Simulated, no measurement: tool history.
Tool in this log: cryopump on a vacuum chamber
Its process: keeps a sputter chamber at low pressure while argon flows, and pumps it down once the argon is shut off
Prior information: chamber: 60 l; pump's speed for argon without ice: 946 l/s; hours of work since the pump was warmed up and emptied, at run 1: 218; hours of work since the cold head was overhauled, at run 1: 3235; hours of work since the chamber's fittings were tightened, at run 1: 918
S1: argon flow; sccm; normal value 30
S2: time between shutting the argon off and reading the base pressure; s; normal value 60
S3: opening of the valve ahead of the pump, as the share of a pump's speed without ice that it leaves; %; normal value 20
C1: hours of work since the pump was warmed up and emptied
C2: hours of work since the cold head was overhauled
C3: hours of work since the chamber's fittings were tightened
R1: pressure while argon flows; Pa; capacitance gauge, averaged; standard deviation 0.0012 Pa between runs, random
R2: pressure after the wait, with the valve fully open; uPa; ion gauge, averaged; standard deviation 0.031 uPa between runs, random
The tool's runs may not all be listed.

Run 1, hour 0.0: usual settings; C1 218; C2 3235; C3 918. Result: R1 0.2760 Pa, R2 3.00 uPa.
Run 2, hour 66.5: usual settings; C1 274; C2 3290; C3 974. Result: R1 0.2795 Pa, R2 3.22 uPa.
Run 3, hour 142.4: usual settings; C1 337; C2 3354; C3 1037. Result: R1 0.2781 Pa, R2 3.35 uPa.
Run 4, hour 245.0: usual settings but S3 23 %; C1 423; C2 3440; C3 1123. Result: R1 0.2484 Pa, R2 3.64 uPa.
Run 5, hour 320.8: usual settings but S3 23 %; C1 486; C2 3503; C3 1186. Result: R1 0.2500 Pa, R2 3.84 uPa.
Run 6, hour 379.1: usual settings but S3 23 %; C1 535; C2 3552; C3 1235. Result: R1 0.2510 Pa, R2 4.01 uPa.
Run 7, hour 443.9: usual settings; C1 589; C2 3606; C3 1289. Result: R1 0.2874 Pa, R2 4.16 uPa.
Run 8, hour 503.5: usual settings; C1 639; C2 3655; C3 1338. Result: R1 0.2882 Pa, R2 4.39 uPa.
At hour 571.1: pump warmed up, emptied and cooled again.
Run 9, hour 590.3: usual settings; C1 16; C2 3724; C3 1407. Result: R1 0.2711 Pa, R2 3.71 uPa.
Run 10, hour 674.6: usual settings; C1 86; C2 3794; C3 1477. Result: R1 0.2721 Pa, R2 3.76 uPa.
Run 11, hour 734.4: usual settings; C1 136; C2 3844; C3 1527. Result: R1 0.2759 Pa, R2 3.96 uPa.
Run 12, hour 800.2: usual settings but S1 54 sccm, S2 21 s, S3 29 %; C1 191; C2 3899; C3 1582. Result: R1 0.3470 Pa, R2 6.60 uPa.
Run 13, hour 850.0: usual settings but S1 54 sccm, S2 21 s, S3 29 %; C1 233; C2 3941; C3 1624. Result: R1 0.3477 Pa, R2 6.89 uPa.
Run 14, hour 921.9: usual settings but S1 54 sccm, S2 21 s, S3 29 %; C1 293; C2 4001; C3 1684. Result: R1 0.3511 Pa, R2 6.61 uPa.
Run 15, hour 996.1: usual settings but S1 17 sccm, S2 165 s; C1 355; C2 4063; C3 1746. Result: R1 0.1599 Pa, R2 3.74 uPa.
Run 16, hour 1082.6: usual settings but S1 58 sccm, S3 18 %; C1 427; C2 4135; C3 1818. Result: R1 0.6063 Pa, R2 4.84 uPa.
Run 17, hour 1179.7: usual settings but S1 41 sccm, S2 24 s, S3 19 %; C1 508; C2 4216; C3 1899. Result: R1 0.4099 Pa, R2 7.09 uPa.

What does the tool deliver on the next run?
Run 18, hour 1245.5: usual settings but S1 26 sccm, S2 26 s, S3 19 %; C1 563; C2 4271; C3 1954. Result: R1 ?, R2 ?.

{"run 18": {"R1": 0.2621, "R2": 6.92}}
On a tool with no hidden condition, and with the same random variation, this run would have come out at R1 0.2442 Pa, R2 3.25 uPa.

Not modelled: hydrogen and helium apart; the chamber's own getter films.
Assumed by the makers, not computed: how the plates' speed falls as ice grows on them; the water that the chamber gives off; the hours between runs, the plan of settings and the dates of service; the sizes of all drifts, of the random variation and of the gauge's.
